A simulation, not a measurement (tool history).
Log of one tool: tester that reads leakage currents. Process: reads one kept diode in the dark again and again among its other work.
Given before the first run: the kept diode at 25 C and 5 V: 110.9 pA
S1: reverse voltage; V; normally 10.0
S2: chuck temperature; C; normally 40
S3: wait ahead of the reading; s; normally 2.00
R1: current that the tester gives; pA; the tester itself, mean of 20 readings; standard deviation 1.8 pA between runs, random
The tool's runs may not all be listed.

run,hour,S1,S2,S3,R1
1,0.0,10.0,40,2.00,567.93
2,117.9,10.0,40,2.00,564.95
3,217.6,10.0,40,2.00,563.68
4,336.3,10.0,40,2.00,558.86
5,416.3,10.0,40,2.00,563.26
6,499.4,10.0,40,2.00,559.14
7,612.9,10.0,40,2.00,557.71
8,678.1,10.0,40,2.00,554.65
9,800.0,10.0,40,2.00,555.64
10,895.7,10.0,40,2.00,552.41
11,1034.0,10.0,40,1.21,550.74
12,1158.4,10.0,40,6.02,545.12
13,1232.1,10.0,40,3.78,549.67
14,1336.2,10.0,40,2.00,546.44
15,1438.1,12.1,40,2.00,592.40
16,1528.1,12.1,40,2.00,592.13
17,1622.7,8.9,40,2.00,515.03
18,1764.0,8.9,40,2.00,510.40
19,1899.0,8.9,40,2.00,508.35
# hour 2014.5: probe card cleaned and baked
20,2030.6,10.0,40,2.00,515.42
21,2089.9,10.0,40,2.00,514.23
22,2211.4,10.0,40,7.24,513.65
# hour 2221.0: chuck's temperature calibrated
23,2335.6,9.0,47,1.60,982.05
24,2476.7,4.7,40,2.00,408.90
25,2555.5,4.7,40,2.00,406.55
26,2640.5,8.4,40,3.20,528.28
27,2729.2,8.4,40,3.20,523.63
28,2796.8,3.1,34,1.64,198.71
29,2884.5,3.1,34,1.64,198.62
30,2961.9,7.5,48,0.84,966.71
31,3025.7,10.0,40,0.39,566.48
32,3154.5,3.3,30,1.08,141.80
33,3271.3,4.4,29,1.08,147.94
34,3399.7,2.3,31,0.71,130.85
35,3512.1,18.5,27,8.47,243.83
36,3591.4,18.5,27,8.47,244.16
37,3713.3,3.2,42,8.47,388.45
38,3807.9,6.2,40,0.72,446.37
39,3913.5,3.6,46,3.53,568.51

Subtracting, for every run, the result it would have given without the tool's unlogged condition from the measured result gives the following. The same run-to-run variation enters both numbers; the gauge's scatter may not:
Hidden state present: stray current of the dirty probe card, pA a volt; current scale over the true one, %; true chuck temperature over the reading, C; drift of the gauge itself on leakage_pa, %.
run,R1
1,-17.63
2,-19.40
3,-20.70
4,-22.27
5,-23.56
6,-24.65
7,-26.60
8,-27.50
9,-29.68
10,-31.01
11,-33.00
12,-34.65
13,-36.08
14,-37.75
15,-40.19
16,-41.92
17,-41.08
18,-42.70
19,-44.79
20,-69.51
21,-70.31
22,-72.49
23,-16.62
24,-8.76
25,-9.70
26,-13.04
27,-14.21
28,-6.05
29,-6.59
30,-36.63
31,-19.57
32,-5.25
33,-5.13
34,-6.39
35,+2.36
36,+2.56
37,-25.52
38,-27.90
39,-42.08
